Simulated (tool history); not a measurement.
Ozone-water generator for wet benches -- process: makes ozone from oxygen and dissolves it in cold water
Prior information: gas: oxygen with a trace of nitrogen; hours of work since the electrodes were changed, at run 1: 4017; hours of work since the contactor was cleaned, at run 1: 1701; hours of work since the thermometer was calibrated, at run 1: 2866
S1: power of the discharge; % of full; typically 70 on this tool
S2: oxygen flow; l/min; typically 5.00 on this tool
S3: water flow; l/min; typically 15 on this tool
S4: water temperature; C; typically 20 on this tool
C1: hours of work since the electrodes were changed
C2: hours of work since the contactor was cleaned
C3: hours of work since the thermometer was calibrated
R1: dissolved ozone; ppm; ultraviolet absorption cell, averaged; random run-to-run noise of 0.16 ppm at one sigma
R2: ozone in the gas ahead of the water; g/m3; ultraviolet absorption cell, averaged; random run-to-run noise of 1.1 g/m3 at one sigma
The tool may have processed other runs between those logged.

run     day  S1    S2  S3  S4    C1    C2    C3    R1     R2
  1   0.000  70  5.00  15  20  4017  1701  2866  18.2  174.3
  2   3.808  70  3.50  15  20  4106  1790  2955  18.9  217.8
  3   9.667  70  5.00  15  20  4243  1927  3092  17.7  173.6
  4  14.246  70  5.00  15  20  4350  2034  3199  18.1  173.0
  5  18.292  70  5.00  15  20  4445  2128  3294  17.8  172.7
  6  23.546  70  5.00  15  20  4568  2251  3417  17.7  172.7
     24.654  -- water thermometer calibrated
  7  28.721  70  5.00  15  20  4688  2372    95  17.6  171.9
  8  33.842  70  5.00  15  20  4808  2491   215  18.0  170.9
  9  41.292  89  7.00  15  17  4982  2666   389  19.9  157.0
 10  44.804  70  6.32  15  28  5064  2748   471  14.6  147.2
 11  49.233  98  5.00  10  20  5168  2851   575  26.4  203.3
 12  57.258  50  5.00  12  21  5355  3039   762  16.1  140.4
 13  61.258  75  4.16  12  15  5449  3132   856  23.1  194.5
 14  66.775  51  5.00  15  20  5578  3261   985  14.1  141.8
 15  71.675  51  5.00  15  20  5692  3376  1099  14.2  140.5

Below are 5 alternative next runs, each starting from the tool's condition after run 15. Predict each:
  A  75.742  70  5.93  15  20  5787  3471  1194   ?   ?
  B  75.742  86  7.95  15  20  5787  3471  1194   ?   ?
  C  75.742  43  5.00   9  20  5787  3471  1194   ?   ?
  D  75.742  78  5.00  15  20  5787  3471  1194   ?   ?
  E  75.742  70  5.00  20  20  5787  3471  1194   ?   ?

run    R1     R2
  A  16.3  150.3
  B  17.2  138.6
  C  17.5  128.5
  D  18.0  177.7
  E  13.9  166.8
Take away the tool's hidden state, keep each run's random variation, and the runs would have read:
run    R1     R2
  A  19.8  172.9
  B  21.3  162.4
  C  20.4  142.0
  D  22.1  206.6
  E  16.9  192.0
